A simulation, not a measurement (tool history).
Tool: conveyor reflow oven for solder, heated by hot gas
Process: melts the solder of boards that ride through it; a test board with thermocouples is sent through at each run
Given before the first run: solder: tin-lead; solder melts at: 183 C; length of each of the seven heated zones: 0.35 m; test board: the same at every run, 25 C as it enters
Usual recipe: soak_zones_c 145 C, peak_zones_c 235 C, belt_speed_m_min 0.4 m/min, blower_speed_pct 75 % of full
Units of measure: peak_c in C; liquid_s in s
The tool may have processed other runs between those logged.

| run | hour | soak_zones_c | peak_zones_c | belt_speed_m_min | blower_speed_pct | peak_c | liquid_s |
|---|---|---|---|---|---|---|---|
| 1 | 0 | 145 | 235 | 0.4 | 75 | 222.3 | 87.1 |
| 2 | 19.5 | 145 | 235 | 0.4 | 75 | 222.3 | 87.5 |
| 3 | 46.2 | 145 | 235 | 0.4 | 75 | 222.4 | 88.4 |
| 4 | 68.2 | 145 | 235 | 0.4 | 75 | 222.1 | 87.4 |
| 5 | 92.6 | 132 | 235 | 0.4 | 75 | 220.9 | 80.1 |
| 6 | 108.8 | 145 | 235 | 0.4 | 65 | 219.6 | 84 |
| 7 | 124.2 | 145 | 235 | 0.4 | 65 | 219.8 | 83.3 |
| 8 | 144.9 | 145 | 232 | 0.4 | 75 | 220.2 | 87.3 |
| 9 | 160.5 | 145 | 232 | 0.4 | 75 | 219.6 | 85 |
| 10 | 182.1 | 145 | 232 | 0.437 | 75 | 216.4 | 76.1 |
| 11 | 195.4 | 145 | 235 | 0.4 | 75 | 221.8 | 87.8 |
| 12 | 216.9 | 140 | 245 | 0.401 | 59 | 224 | 86.8 |
| 13 | 243.2 | 141 | 234 | 0.462 | 66 | 213.6 | 65 |
| 14 | 264.6 | 141 | 234 | 0.462 | 66 | 213.2 | 64.2 |
| 15 | 281.9 | 145 | 246 | 0.455 | 75 | 227.3 | 81.1 |
| 16 | 308.4 | 145 | 246 | 0.455 | 75 | 228.4 | 79.9 |
| 17 | 325.9 | 145 | 232 | 0.4 | 74 | 219.4 | 85.9 |
| 18 | 348.9 | 148 | 234 | 0.362 | 62 | 220.8 | 98.3 |
| 19 | 366.5 | 131 | 224 | 0.362 | 61 | 209.3 | 74.1 |
| 20 | 381.4 | 149 | 239 | 0.357 | 85 | 232.1 | 109.6 |
| 21 | 406.6 | 149 | 239 | 0.357 | 85 | 231.6 | 106.9 |
| 22 | 421.2 | 149 | 232 | 0.357 | 61 | 219.3 | 98.9 |

Consider 4 possible next runs. They are alternatives, not a sequence: every one starts from the tool as it was left by run 22. What does each give?
|  | 443.6 | flux residue cleaned out of gas plates and filters |
| A | 450.6 | 149 | 239 | 0.357 | 90 | ? | ? |
|  | 443.6 | flux residue cleaned out of gas plates and filters |
| B | 450.6 | 156 | 232 | 0.357 | 80 | ? | ? |
|  | 443.6 | flux residue cleaned out of gas plates and filters |
| C | 450.6 | 149 | 232 | 0.357 | 72 | ? | ? |
|  | 443.6 | flux residue cleaned out of gas plates and filters |
| D | 450.6 | 145 | 235 | 0.4 | 54 | ? | ? |

| run | peak_c | liquid_s |
|---|---|---|
| A | 231.7 | 109.8 |
| B | 224.7 | 107.3 |
| C | 221.8 | 100.6 |
| D | 215.8 | 79.8 |
What these runs would have given with no unlogged condition in the tool:
| run | peak_c | liquid_s |
|---|---|---|
| A | 231.5 | 109.4 |
| B | 224.4 | 106.9 |
| C | 221.5 | 100.1 |
| D | 215.5 | 79.3 |
